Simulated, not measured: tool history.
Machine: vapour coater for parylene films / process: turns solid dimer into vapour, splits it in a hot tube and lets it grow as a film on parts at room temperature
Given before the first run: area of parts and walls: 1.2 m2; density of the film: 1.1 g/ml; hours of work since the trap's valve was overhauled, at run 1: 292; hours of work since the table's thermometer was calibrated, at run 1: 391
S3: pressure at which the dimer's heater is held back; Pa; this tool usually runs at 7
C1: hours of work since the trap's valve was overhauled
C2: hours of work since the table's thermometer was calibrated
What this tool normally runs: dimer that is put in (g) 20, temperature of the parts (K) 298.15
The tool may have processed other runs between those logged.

{"run": 1, "hour": 0.0, "dimer that is put in (g)": 20, "temperature of the parts (K)": 298.15, "S3": 7, "C1": 292, "C2": 391, "thickness of the film (um)": 6.7}
{"run": 2, "hour": 46.6, "dimer that is put in (g)": 20, "temperature of the parts (K)": 298.15, "S3": 7, "C1": 316, "C2": 415, "thickness of the film (um)": 6.71}
{"run": 3, "hour": 88.6, "dimer that is put in (g)": 15, "temperature of the parts (K)": 298.15, "S3": 7, "C1": 338, "C2": 437, "thickness of the film (um)": 5.06}
{"run": 4, "hour": 152.3, "dimer that is put in (g)": 20, "temperature of the parts (K)": 298.15, "S3": 7, "C1": 370, "C2": 470, "thickness of the film (um)": 6.69}
{"run": 5, "hour": 224.4, "dimer that is put in (g)": 20, "temperature of the parts (K)": 298.15, "S3": 7, "C1": 408, "C2": 507, "thickness of the film (um)": 6.65}
{"run": 6, "hour": 312.9, "dimer that is put in (g)": 20, "temperature of the parts (K)": 298.15, "S3": 7, "C1": 453, "C2": 553, "thickness of the film (um)": 6.63}
{"run": 7, "hour": 372.4, "dimer that is put in (g)": 20, "temperature of the parts (K)": 298.15, "S3": 4.35, "C1": 484, "C2": 583, "thickness of the film (um)": 7.16}
{"run": 8, "hour": 433.2, "dimer that is put in (g)": 20, "temperature of the parts (K)": 298.15, "S3": 4.35, "C1": 515, "C2": 615, "thickness of the film (um)": 7.12}
{"hour": 483.7, "done": "trap's valve overhauled"}
{"run": 9, "hour": 513.1, "dimer that is put in (g)": 20, "temperature of the parts (K)": 298.15, "S3": 4.35, "C1": 15, "C2": 654, "thickness of the film (um)": 7.44}
{"run": 10, "hour": 569.0, "dimer that is put in (g)": 20, "temperature of the parts (K)": 298.15, "S3": 4.35, "C1": 44, "C2": 683, "thickness of the film (um)": 7.4}
{"run": 11, "hour": 624.0, "dimer that is put in (g)": 12, "temperature of the parts (K)": 297.15, "S3": 3.46, "C1": 72, "C2": 711, "thickness of the film (um)": 4.74}
{"run": 12, "hour": 666.2, "dimer that is put in (g)": 12, "temperature of the parts (K)": 297.15, "S3": 3.46, "C1": 94, "C2": 733, "thickness of the film (um)": 4.75}
{"run": 13, "hour": 712.5, "dimer that is put in (g)": 12, "temperature of the parts (K)": 297.15, "S3": 3.46, "C1": 118, "C2": 757, "thickness of the film (um)": 4.74}
{"run": 14, "hour": 801.2, "dimer that is put in (g)": 12, "temperature of the parts (K)": 297.15, "S3": 3.46, "C1": 164, "C2": 803, "thickness of the film (um)": 4.72}
{"run": 15, "hour": 880.4, "dimer that is put in (g)": 12, "temperature of the parts (K)": 297.15, "S3": 3.46, "C1": 205, "C2": 844, "thickness of the film (um)": 4.67}

Results per run with the tool's hidden condition removed, run-to-run variation unchanged:
The hidden state here: vapour lost through the trap's worn valve, %; true temperature of the parts over the reading, C; drift of the gauge itself on film_um, %.
run=1 thickness_of_the_film_(um)=6.91
run=2 thickness_of_the_film_(um)=6.93
run=3 thickness_of_the_film_(um)=5.23
run=4 thickness_of_the_film_(um)=6.95
run=5 thickness_of_the_film_(um)=6.93
run=6 thickness_of_the_film_(um)=6.93
run=7 thickness_of_the_film_(um)=7.52
run=8 thickness_of_the_film_(um)=7.49
run=9 thickness_of_the_film_(um)=7.44
run=10 thickness_of_the_film_(um)=7.42
run=11 thickness_of_the_film_(um)=4.76
run=12 thickness_of_the_film_(um)=4.78
run=13 thickness_of_the_film_(um)=4.79
run=14 thickness_of_the_film_(um)=4.78
run=15 thickness_of_the_film_(um)=4.75

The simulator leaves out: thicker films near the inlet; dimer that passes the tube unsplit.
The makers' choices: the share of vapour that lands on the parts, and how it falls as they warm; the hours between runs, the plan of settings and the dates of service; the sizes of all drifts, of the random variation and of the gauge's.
